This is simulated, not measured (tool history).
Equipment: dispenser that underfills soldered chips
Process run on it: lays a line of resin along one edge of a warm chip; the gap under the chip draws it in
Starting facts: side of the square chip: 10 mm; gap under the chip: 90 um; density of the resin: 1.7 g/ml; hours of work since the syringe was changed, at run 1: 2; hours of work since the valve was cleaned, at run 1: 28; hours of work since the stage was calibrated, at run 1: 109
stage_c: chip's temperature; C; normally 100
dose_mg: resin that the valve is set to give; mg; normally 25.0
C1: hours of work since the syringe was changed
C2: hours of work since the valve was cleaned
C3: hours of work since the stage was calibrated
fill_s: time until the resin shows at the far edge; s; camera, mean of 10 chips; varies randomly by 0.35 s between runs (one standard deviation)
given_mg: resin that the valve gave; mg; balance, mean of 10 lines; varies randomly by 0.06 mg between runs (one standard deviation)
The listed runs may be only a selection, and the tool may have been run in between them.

Run 1, hour 0.0: usual settings; C1 2; C2 28; C3 109. Result: fill_s 20.6 s, given_mg 24.49 mg.
At hour 5.6: new syringe of resin.
Run 2, hour 5.6: usual settings but stage_c 93 C; C1 0; C2 32; C3 113. Result: fill_s 25.2 s, given_mg 24.36 mg.
Run 3, hour 9.0: usual settings but stage_c 93 C; C1 2; C2 35; C3 115. Result: fill_s 31.3 s, given_mg 24.39 mg.
At hour 13.4: new syringe of resin.
Run 4, hour 13.5: usual settings but stage_c 93 C; C1 0; C2 38; C3 118. Result: fill_s 25.3 s, given_mg 24.26 mg.
Run 5, hour 16.2: usual settings but stage_c 93 C; C1 2; C2 40; C3 120. Result: fill_s 29.8 s, given_mg 24.33 mg.
Run 6, hour 19.1: usual settings but stage_c 93 C; C1 4; C2 42; C3 122. Result: fill_s 36.9 s, given_mg 24.24 mg.
At hour 21.3: new syringe of resin.
Run 7, hour 23.9: usual settings but stage_c 93 C; C1 2; C2 45; C3 126. Result: fill_s 29.3 s, given_mg 23.99 mg.
At hour 28.2: dispensing valve cleaned and set on the balance.
Run 8, hour 28.5: usual settings but stage_c 93 C; C1 5; C2 0; C3 128. Result: fill_s 36.9 s, given_mg 24.93 mg.
At hour 30.0: new syringe of resin.
Run 9, hour 33.4: usual settings; C1 3; C2 4; C3 132. Result: fill_s 22.6 s, given_mg 24.93 mg.
Run 10, hour 35.9: usual settings but dose_mg 30.2 mg; C1 4; C2 5; C3 134. Result: fill_s 27.1 s, given_mg 29.80 mg.
At hour 37.8: new syringe of resin.
Run 11, hour 40.6: usual settings but dose_mg 30.2 mg; C1 2; C2 9; C3 137. Result: fill_s 21.0 s, given_mg 29.79 mg.
Run 12, hour 44.2: usual settings but dose_mg 30.2 mg; C1 5; C2 11; C3 139. Result: fill_s 27.2 s, given_mg 29.86 mg.
At hour 45.6: new syringe of resin.
Run 13, hour 48.3: usual settings but stage_c 95 C; C1 2; C2 14; C3 142. Result: fill_s 26.8 s, given_mg 24.58 mg.
At hour 53.4: new syringe of resin.
Run 14, hour 53.8: usual settings; C1 0; C2 18; C3 146. Result: fill_s 18.8 s, given_mg 24.65 mg.
Run 15, hour 58.2: usual settings but stage_c 93 C; C1 3; C2 21; C3 149. Result: fill_s 34.0 s, given_mg 24.35 mg.
At hour 61.4: new syringe of resin.
Run 16, hour 62.5: usual settings but stage_c 93 C; C1 1; C2 24; C3 152. Result: fill_s 26.0 s, given_mg 24.33 mg.
Run 17, hour 66.3: usual settings but stage_c 93 C; C1 4; C2 27; C3 155. Result: fill_s 34.5 s, given_mg 24.38 mg.
At hour 69.4: new syringe of resin.
Run 18, hour 69.4: usual settings but stage_c 93 C; C1 0; C2 29; C3 157. Result: fill_s 24.8 s, given_mg 24.30 mg.

Run 19 has not been measured yet. What should we expect?
Run 19, hour 71.9: usual settings but stage_c 94 C, dose_mg 24.6 mg; C1 2; C2 31; C3 159. Result: fill_s ?, given_mg ?.

{"run 19": {"fill_s": 27.9, "given_mg": 23.83}}
If the tool had no hidden condition, the same run with the same run-to-run variation would have returned fill_s 23.0 s, given_mg 24.51 mg.

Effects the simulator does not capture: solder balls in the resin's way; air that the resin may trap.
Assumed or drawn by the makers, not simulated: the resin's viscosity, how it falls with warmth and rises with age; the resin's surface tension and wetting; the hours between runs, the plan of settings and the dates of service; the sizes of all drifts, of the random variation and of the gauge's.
